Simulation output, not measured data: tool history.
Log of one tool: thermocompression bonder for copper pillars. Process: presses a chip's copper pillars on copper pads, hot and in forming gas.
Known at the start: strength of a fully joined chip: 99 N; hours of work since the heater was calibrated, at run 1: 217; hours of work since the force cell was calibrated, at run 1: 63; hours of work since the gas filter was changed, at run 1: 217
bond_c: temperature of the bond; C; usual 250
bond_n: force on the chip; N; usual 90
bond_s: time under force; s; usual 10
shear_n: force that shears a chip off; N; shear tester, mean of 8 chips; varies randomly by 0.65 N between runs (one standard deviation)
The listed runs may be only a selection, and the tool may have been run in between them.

run,hour,bond_c,bond_n,bond_s,hours of work since the heater was calibrated,hours of work since the force cell was calibrated,hours of work since the gas filter was changed,shear_n
1,0.0,250,90,10,217,63,217,57.0
2,4.6,250,90,10,220,66,220,57.6
3,12.9,250,90,10,226,72,226,58.1
4,17.8,250,90,28,230,76,230,74.9
5,24.4,250,90,28,235,80,235,74.3
6,31.1,250,90,10,240,85,240,56.7
7,39.5,250,90,10,246,91,246,56.7
8,48.5,250,90,10,252,98,252,56.3
9,54.3,250,90,10,256,102,256,57.1
10,63.1,250,104,10,263,109,263,62.2
11,71.6,250,90,10,269,115,269,56.4
12,81.0,250,90,10,276,122,276,56.8
# hour 83.5: heater calibrated with a thermocouple chip
13,91.0,250,128,10,5,127,282,70.8
14,99.3,250,128,10,11,133,288,71.5
15,108.2,247,70,12,18,140,294,49.4
16,113.4,263,94,18,22,144,298,74.7
17,120.6,263,133,18,27,149,303,86.1
18,124.6,250,56,10,30,152,306,40.2
# hour 133.1: heater calibrated with a thermocouple chip, once more
19,135.3,250,56,10,2,158,312,38.5
20,140.3,250,93,10,5,162,316,57.0
21,144.6,250,93,10,8,165,319,57.6
22,148.9,254,118,14,11,168,322,74.3
23,155.0,278,75,27,16,172,327,79.9
24,164.5,251,108,14,23,179,333,68.7
25,170.4,251,108,8,27,183,338,60.0
26,175.5,251,108,8,31,187,341,59.3
27,184.4,248,134,8,37,194,348,67.9

4 ways to go on from here, each from the tool as it stands after run 27. What would each give?
A,192.9,250,90,10,43,200,354,?
B,192.9,250,90,11,43,200,354,?
C,192.9,235,88,22,43,200,354,?
D,192.9,223,134,8,43,200,354,?

run,shear_n
A,56.1
B,56.3
C,59.8
D,51.6
With the hidden condition removed and each run's random variation left untouched, the same runs would have given:
run,shear_n
A,60.0
B,60.3
C,63.9
D,55.0

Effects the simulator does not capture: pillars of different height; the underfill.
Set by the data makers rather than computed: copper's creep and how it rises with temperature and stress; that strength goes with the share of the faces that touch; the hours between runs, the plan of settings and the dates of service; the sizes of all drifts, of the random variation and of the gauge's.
